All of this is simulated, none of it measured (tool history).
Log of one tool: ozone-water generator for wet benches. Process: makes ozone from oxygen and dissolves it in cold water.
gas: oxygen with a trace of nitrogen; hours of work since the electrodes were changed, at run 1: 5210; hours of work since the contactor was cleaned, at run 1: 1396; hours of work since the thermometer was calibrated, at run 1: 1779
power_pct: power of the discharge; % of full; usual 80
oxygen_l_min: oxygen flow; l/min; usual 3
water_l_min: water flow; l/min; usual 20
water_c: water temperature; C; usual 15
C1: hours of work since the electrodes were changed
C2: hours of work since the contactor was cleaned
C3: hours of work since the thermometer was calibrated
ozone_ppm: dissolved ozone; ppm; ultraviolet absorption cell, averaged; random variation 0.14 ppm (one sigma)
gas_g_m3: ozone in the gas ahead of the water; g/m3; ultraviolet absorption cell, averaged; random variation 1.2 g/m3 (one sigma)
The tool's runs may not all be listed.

{"run": 1, "day": 0.0, "power_pct": 80, "oxygen_l_min": 3, "water_l_min": 20, "water_c": 15, "C1": 5210, "C2": 1396, "C3": 1779, "ozone_ppm": 17.6, "gas_g_m3": 207.6}
{"run": 2, "day": 4.183, "power_pct": 80, "oxygen_l_min": 3, "water_l_min": 30, "water_c": 15, "C1": 5308, "C2": 1494, "C3": 1877, "ozone_ppm": 11.3, "gas_g_m3": 210.2}
{"run": 3, "day": 8.417, "power_pct": 80, "oxygen_l_min": 3, "water_l_min": 30, "water_c": 15, "C1": 5407, "C2": 1593, "C3": 1976, "ozone_ppm": 11.6, "gas_g_m3": 207.7}
{"run": 4, "day": 12.192, "power_pct": 80, "oxygen_l_min": 3, "water_l_min": 30, "water_c": 15, "C1": 5495, "C2": 1681, "C3": 2064, "ozone_ppm": 11.4, "gas_g_m3": 209.4}
{"run": 5, "day": 17.704, "power_pct": 80, "oxygen_l_min": 3, "water_l_min": 30, "water_c": 15, "C1": 5624, "C2": 1810, "C3": 2193, "ozone_ppm": 11.4, "gas_g_m3": 208.7}
{"run": 6, "day": 20.383, "power_pct": 80, "oxygen_l_min": 3, "water_l_min": 30, "water_c": 15, "C1": 5687, "C2": 1873, "C3": 2256, "ozone_ppm": 11.7, "gas_g_m3": 207.5}
{"run": 7, "day": 26.138, "power_pct": 80, "oxygen_l_min": 3, "water_l_min": 30, "water_c": 15, "C1": 5821, "C2": 2007, "C3": 2390, "ozone_ppm": 11.5, "gas_g_m3": 207.3}
{"run": 8, "day": 29.242, "power_pct": 80, "oxygen_l_min": 3, "water_l_min": 30, "water_c": 15, "C1": 5894, "C2": 2080, "C3": 2463, "ozone_ppm": 11.9, "gas_g_m3": 207.9}
{"run": 9, "day": 32.767, "power_pct": 80, "oxygen_l_min": 3, "water_l_min": 30, "water_c": 15, "C1": 5976, "C2": 2162, "C3": 2545, "ozone_ppm": 11.5, "gas_g_m3": 208.2}
{"run": 10, "day": 35.596, "power_pct": 80, "oxygen_l_min": 3, "water_l_min": 30, "water_c": 15, "C1": 6043, "C2": 2229, "C3": 2612, "ozone_ppm": 11.5, "gas_g_m3": 206.7}
{"day": 37.604, "done": "water thermometer calibrated"}
{"run": 11, "day": 40.296, "power_pct": 57, "oxygen_l_min": 3, "water_l_min": 30, "water_c": 15, "C1": 6152, "C2": 2338, "C3": 63, "ozone_ppm": 9.4, "gas_g_m3": 171.2}
{"run": 12, "day": 43.612, "power_pct": 57, "oxygen_l_min": 3, "water_l_min": 30, "water_c": 20, "C1": 6230, "C2": 2416, "C3": 141, "ozone_ppm": 9.1, "gas_g_m3": 171.7}
{"run": 13, "day": 48.6, "power_pct": 57, "oxygen_l_min": 3, "water_l_min": 30, "water_c": 20, "C1": 6346, "C2": 2532, "C3": 257, "ozone_ppm": 9.4, "gas_g_m3": 174.7}
{"run": 14, "day": 51.567, "power_pct": 57, "oxygen_l_min": 3, "water_l_min": 30, "water_c": 20, "C1": 6416, "C2": 2602, "C3": 327, "ozone_ppm": 9.2, "gas_g_m3": 173.4}
{"run": 15, "day": 56.15, "power_pct": 80, "oxygen_l_min": 3, "water_l_min": 20, "water_c": 15, "C1": 6523, "C2": 2709, "C3": 434, "ozone_ppm": 17.5, "gas_g_m3": 207}
{"run": 16, "day": 61.758, "power_pct": 80, "oxygen_l_min": 3, "water_l_min": 20, "water_c": 15, "C1": 6654, "C2": 2840, "C3": 565, "ozone_ppm": 17.7, "gas_g_m3": 209.5}
{"run": 17, "day": 64.388, "power_pct": 80, "oxygen_l_min": 3, "water_l_min": 20, "water_c": 15, "C1": 6716, "C2": 2902, "C3": 627, "ozone_ppm": 17.4, "gas_g_m3": 207.2}
{"run": 18, "day": 69.408, "power_pct": 80, "oxygen_l_min": 3.06, "water_l_min": 20, "water_c": 15, "C1": 6833, "C2": 3019, "C3": 744, "ozone_ppm": 17.5, "gas_g_m3": 205.6}

Forecast run 19:
{"run": 19, "day": 73.696, "power_pct": 80, "oxygen_l_min": 3.24, "water_l_min": 20, "water_c": 9, "C1": 6934, "C2": 3119, "C3": 844, "ozone_ppm": "?", "gas_g_m3": "?"}

{"run 19": {"ozone_ppm": 18.4, "gas_g_m3": 197.5}}
Without the tool's hidden state the same run would have given ozone_ppm 18.5 ppm, gas_g_m3 197.9 g/m3.
